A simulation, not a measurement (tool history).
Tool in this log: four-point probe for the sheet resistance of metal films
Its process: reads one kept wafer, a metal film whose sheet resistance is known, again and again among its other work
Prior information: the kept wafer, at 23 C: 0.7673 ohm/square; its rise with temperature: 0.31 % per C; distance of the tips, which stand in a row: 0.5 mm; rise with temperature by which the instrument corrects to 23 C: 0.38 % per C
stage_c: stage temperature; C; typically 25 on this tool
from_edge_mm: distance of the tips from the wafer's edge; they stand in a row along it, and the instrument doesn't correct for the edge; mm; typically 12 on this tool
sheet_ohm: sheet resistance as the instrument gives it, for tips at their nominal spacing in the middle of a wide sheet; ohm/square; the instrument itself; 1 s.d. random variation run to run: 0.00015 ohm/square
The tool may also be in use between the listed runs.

| run | day | stage_c | from_edge_mm | sheet_ohm |
|---|---|---|---|---|
| 1 | 0.000 | 25 | 12 | 0.766918 |
| 2 | 1.617 | 25 | 12 | 0.767150 |
| 3 | 5.046 | 25 | 12 | 0.767287 |
| 4 | 7.625 | 25 | 9 | 0.768030 |
| 5 | 10.158 | 25 | 12 | 0.767281 |
| 6 | 11.996 | 25 | 12 | 0.767364 |
| 7 | 13.525 | 25 | 12 | 0.767461 |
|  | 14.396 | stage's thermometer calibrated |
| 8 | 15.729 | 25 | 12 | 0.768620 |
| 9 | 17.871 | 25 | 12 | 0.768444 |
| 10 | 20.658 | 25 | 12 | 0.768481 |
| 11 | 22.200 | 25 | 13 | 0.768746 |
| 12 | 23.867 | 25 | 12 | 0.768599 |
| 13 | 26.204 | 25 | 12 | 0.769000 |
| 14 | 29.017 | 25 | 12 | 0.768599 |
| 15 | 30.446 | 32 | 12 | 0.765811 |
| 16 | 31.929 | 25 | 75 | 0.768216 |
| 17 | 33.583 | 25 | 75 | 0.768308 |
| 18 | 37.046 | 25 | 75 | 0.768003 |
| 19 | 40.471 | 25 | 75 | 0.768223 |
| 20 | 43.404 | 25 | 12 | 0.768946 |
| 21 | 45.558 | 25 | 12 | 0.768974 |
| 22 | 47.671 | 25 | 12 | 0.768955 |
| 23 | 49.150 | 33 | 36 | 0.764590 |
| 24 | 51.096 | 22 | 27 | 0.770004 |
| 25 | 53.304 | 25 | 21 | 0.768709 |
| 26 | 56.375 | 28 | 55 | 0.766952 |
| 27 | 58.592 | 28 | 17 | 0.767331 |
| 28 | 60.521 | 19 | 24 | 0.771869 |
| 29 | 61.938 | 33 | 5 | 0.768677 |
| 30 | 64.058 | 33 | 5 | 0.768537 |
| 31 | 66.029 | 22 | 4 | 0.776630 |
| 32 | 68.442 | 24 | 6 | 0.772172 |
| 33 | 70.683 | 33 | 62 | 0.764948 |
| 34 | 74.175 | 22 | 45 | 0.770244 |
| 35 | 76.346 | 22 | 45 | 0.770331 |
| 36 | 79.133 | 19 | 68 | 0.772100 |
| 37 | 81.517 | 30 | 26 | 0.766456 |
| 38 | 84.083 | 26 | 26 | 0.768684 |
| 39 | 85.967 | 26 | 26 | 0.768501 |
| 40 | 88.358 | 34 | 41 | 0.764317 |
| 41 | 90.729 | 22 | 16 | 0.770745 |

Run 42, settings as shown, results not yet in. Your forecast:
| 42 | 92.992 | 32 | 13 | ? |

{"run 42": {"sheet_ohm": 0.765864}}
Were there no unlogged condition in the tool, this run, its random variation unchanged, would have produced sheet_ohm 0.763267 ohm/square.
